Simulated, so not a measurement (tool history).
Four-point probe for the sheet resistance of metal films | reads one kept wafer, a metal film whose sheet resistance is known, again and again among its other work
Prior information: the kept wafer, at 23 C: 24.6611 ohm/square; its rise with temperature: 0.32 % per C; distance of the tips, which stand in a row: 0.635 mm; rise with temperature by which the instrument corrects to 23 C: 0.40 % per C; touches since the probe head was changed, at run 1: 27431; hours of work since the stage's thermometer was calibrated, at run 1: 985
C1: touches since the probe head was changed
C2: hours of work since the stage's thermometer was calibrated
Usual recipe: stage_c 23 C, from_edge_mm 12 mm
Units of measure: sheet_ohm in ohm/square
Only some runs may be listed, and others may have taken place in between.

{"run": 1, "day": 0.0, "stage_c": 23, "from_edge_mm": 12, "C1": 27431, "C2": 985, "sheet_ohm": 24.74812}
{"run": 2, "day": 2.796, "stage_c": 26, "from_edge_mm": 12, "C1": 29302, "C2": 1021, "sheet_ohm": 24.683534}
{"run": 3, "day": 4.412, "stage_c": 21, "from_edge_mm": 12, "C1": 30385, "C2": 1042, "sheet_ohm": 24.796046}
{"run": 4, "day": 6.392, "stage_c": 21, "from_edge_mm": 12, "C1": 31707, "C2": 1068, "sheet_ohm": 24.7973}
{"run": 5, "day": 9.392, "stage_c": 18, "from_edge_mm": 12, "C1": 33717, "C2": 1106, "sheet_ohm": 24.860144}
{"run": 6, "day": 12.654, "stage_c": 18, "from_edge_mm": 12, "C1": 35899, "C2": 1149, "sheet_ohm": 24.873792}
{"run": 7, "day": 15.325, "stage_c": 23, "from_edge_mm": 12, "C1": 37687, "C2": 1183, "sheet_ohm": 24.769557}
{"run": 8, "day": 17.383, "stage_c": 23, "from_edge_mm": 12, "C1": 39066, "C2": 1210, "sheet_ohm": 24.769692}
{"run": 9, "day": 19.071, "stage_c": 28, "from_edge_mm": 12, "C1": 40195, "C2": 1232, "sheet_ohm": 24.681526}
{"run": 10, "day": 22.2, "stage_c": 28, "from_edge_mm": 12, "C1": 42289, "C2": 1272, "sheet_ohm": 24.672966}
{"day": 23.971, "done": "stage's thermometer calibrated"}
{"run": 11, "day": 23.971, "stage_c": 28, "from_edge_mm": 12, "C1": 43460, "C2": 0, "sheet_ohm": 24.645708}
{"run": 12, "day": 27.462, "stage_c": 28, "from_edge_mm": 12, "C1": 45797, "C2": 45, "sheet_ohm": 24.651852}
{"run": 13, "day": 30.112, "stage_c": 23, "from_edge_mm": 12, "C1": 47569, "C2": 79, "sheet_ohm": 24.759949}
{"run": 14, "day": 33.229, "stage_c": 20, "from_edge_mm": 12, "C1": 49656, "C2": 120, "sheet_ohm": 24.823927}

Forecast run 15:
{"run": 15, "day": 36.05, "stage_c": 20, "from_edge_mm": 12, "C1": 51544, "C2": 156, "sheet_ohm": "?"}

{"run 15": {"sheet_ohm": 24.823345}}
Had the tool carried no hidden state, the very same run would have given sheet_ohm 24.756769 ohm/square.
